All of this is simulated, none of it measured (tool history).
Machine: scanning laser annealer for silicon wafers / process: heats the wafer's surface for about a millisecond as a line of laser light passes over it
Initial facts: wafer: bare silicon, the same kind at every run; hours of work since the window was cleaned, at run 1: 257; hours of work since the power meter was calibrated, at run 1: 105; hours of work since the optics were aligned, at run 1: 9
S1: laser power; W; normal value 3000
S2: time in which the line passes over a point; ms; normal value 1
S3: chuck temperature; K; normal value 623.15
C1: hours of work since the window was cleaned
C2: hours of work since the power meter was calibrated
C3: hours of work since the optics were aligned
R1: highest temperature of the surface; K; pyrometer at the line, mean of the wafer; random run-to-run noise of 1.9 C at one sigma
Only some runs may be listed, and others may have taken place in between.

{"run": 1, "hour": 0.0, "S1": 3000, "S2": 1, "S3": 623.15, "C1": 257, "C2": 105, "C3": 9, "R1": 1431.15}
{"run": 2, "hour": 15.6, "S1": 3000, "S2": 1.23, "S3": 623.15, "C1": 268, "C2": 116, "C3": 20, "R1": 1528.15}
{"run": 3, "hour": 24.2, "S1": 3000, "S2": 1, "S3": 648.15, "C1": 274, "C2": 122, "C3": 25, "R1": 1453.15}
{"run": 4, "hour": 37.3, "S1": 3000, "S2": 0.72, "S3": 623.15, "C1": 283, "C2": 131, "C3": 35, "R1": 1299.15}
{"run": 5, "hour": 53.1, "S1": 3000, "S2": 1, "S3": 623.15, "C1": 294, "C2": 142, "C3": 46, "R1": 1428.15}
{"run": 6, "hour": 67.5, "S1": 3000, "S2": 1, "S3": 623.15, "C1": 304, "C2": 152, "C3": 55, "R1": 1428.15}
{"run": 7, "hour": 81.1, "S1": 3155, "S2": 1, "S3": 623.15, "C1": 313, "C2": 161, "C3": 65, "R1": 1465.15}
{"run": 8, "hour": 98.9, "S1": 3155, "S2": 1, "S3": 623.15, "C1": 325, "C2": 173, "C3": 77, "R1": 1463.15}
{"run": 9, "hour": 114.7, "S1": 3000, "S2": 1, "S3": 623.15, "C1": 336, "C2": 184, "C3": 88, "R1": 1426.15}
{"hour": 121.5, "done": "window over the wafer cleaned"}
{"run": 10, "hour": 125.7, "S1": 3000, "S2": 1.21, "S3": 623.15, "C1": 3, "C2": 191, "C3": 94, "R1": 1536.15}
{"run": 11, "hour": 142.9, "S1": 3000, "S2": 1.21, "S3": 623.15, "C1": 15, "C2": 203, "C3": 106, "R1": 1536.15}
{"run": 12, "hour": 150.9, "S1": 3000, "S2": 0.94, "S3": 623.15, "C1": 20, "C2": 208, "C3": 112, "R1": 1420.15}
{"run": 13, "hour": 162.6, "S1": 3000, "S2": 0.94, "S3": 623.15, "C1": 29, "C2": 216, "C3": 120, "R1": 1421.15}
{"run": 14, "hour": 178.3, "S1": 2556, "S2": 1, "S3": 632.15, "C1": 39, "C2": 227, "C3": 131, "R1": 1341.15}
{"run": 15, "hour": 196.1, "S1": 2633, "S2": 0.97, "S3": 603.15, "C1": 52, "C2": 239, "C3": 143, "R1": 1316.15}
{"run": 16, "hour": 206.9, "S1": 3000, "S2": 1.14, "S3": 623.15, "C1": 59, "C2": 247, "C3": 151, "R1": 1505.15}
{"run": 17, "hour": 214.8, "S1": 3173, "S2": 1.14, "S3": 584.15, "C1": 65, "C2": 252, "C3": 156, "R1": 1515.15}
{"run": 18, "hour": 227.4, "S1": 3051, "S2": 0.8, "S3": 623.15, "C1": 73, "C2": 261, "C3": 165, "R1": 1362.15}
{"hour": 231.9, "done": "laser's power meter calibrated"}
{"run": 19, "hour": 237.8, "S1": 3070, "S2": 0.84, "S3": 623.15, "C1": 79, "C2": 4, "C3": 170, "R1": 1386.15}
{"run": 20, "hour": 252.7, "S1": 2885, "S2": 1, "S3": 623.15, "C1": 89, "C2": 14, "C3": 180, "R1": 1411.15}
{"hour": 261.4, "done": "laser's power meter calibrated, once more"}
{"run": 21, "hour": 273.0, "S1": 2885, "S2": 1, "S3": 623.15, "C1": 101, "C2": 8, "C3": 192, "R1": 1413.15}
{"run": 22, "hour": 283.0, "S1": 3000, "S2": 1.03, "S3": 641.15, "C1": 108, "C2": 15, "C3": 199, "R1": 1470.15}
{"run": 23, "hour": 300.3, "S1": 3000, "S2": 0.97, "S3": 623.15, "C1": 120, "C2": 27, "C3": 211, "R1": 1426.15}
{"run": 24, "hour": 313.2, "S1": 3000, "S2": 1, "S3": 592.15, "C1": 129, "C2": 36, "C3": 220, "R1": 1404.15}
{"run": 25, "hour": 321.6, "S1": 3218, "S2": 1.2, "S3": 623.15, "C1": 135, "C2": 42, "C3": 226, "R1": 1582.15}
{"run": 26, "hour": 338.1, "S1": 2736, "S2": 0.86, "S3": 623.15, "C1": 146, "C2": 53, "C3": 237, "R1": 1312.15}

Results per run with the tool's hidden condition removed, run-to-run variation unchanged:
What the log doesn't record here: light that passes the window, % of a clean one's; laser's true power over the reading, %; width of the line over the set one, %; drift of the gauge itself on peak_c, C.
run=1 R1=1450.15
run=2 R1=1550.15
run=3 R1=1473.15
run=4 R1=1317.15
run=5 R1=1450.15
run=6 R1=1451.15
run=7 R1=1489.15
run=8 R1=1488.15
run=9 R1=1451.15
run=10 R1=1538.15
run=11 R1=1539.15
run=12 R1=1423.15
run=13 R1=1424.15
run=14 R1=1345.15
run=15 R1=1320.15
run=16 R1=1511.15
run=17 R1=1521.15
run=18 R1=1368.15
run=19 R1=1392.15
run=20 R1=1418.15
run=21 R1=1424.15
run=22 R1=1482.15
run=23 R1=1439.15
run=24 R1=1418.15
run=25 R1=1598.15
run=26 R1=1325.15
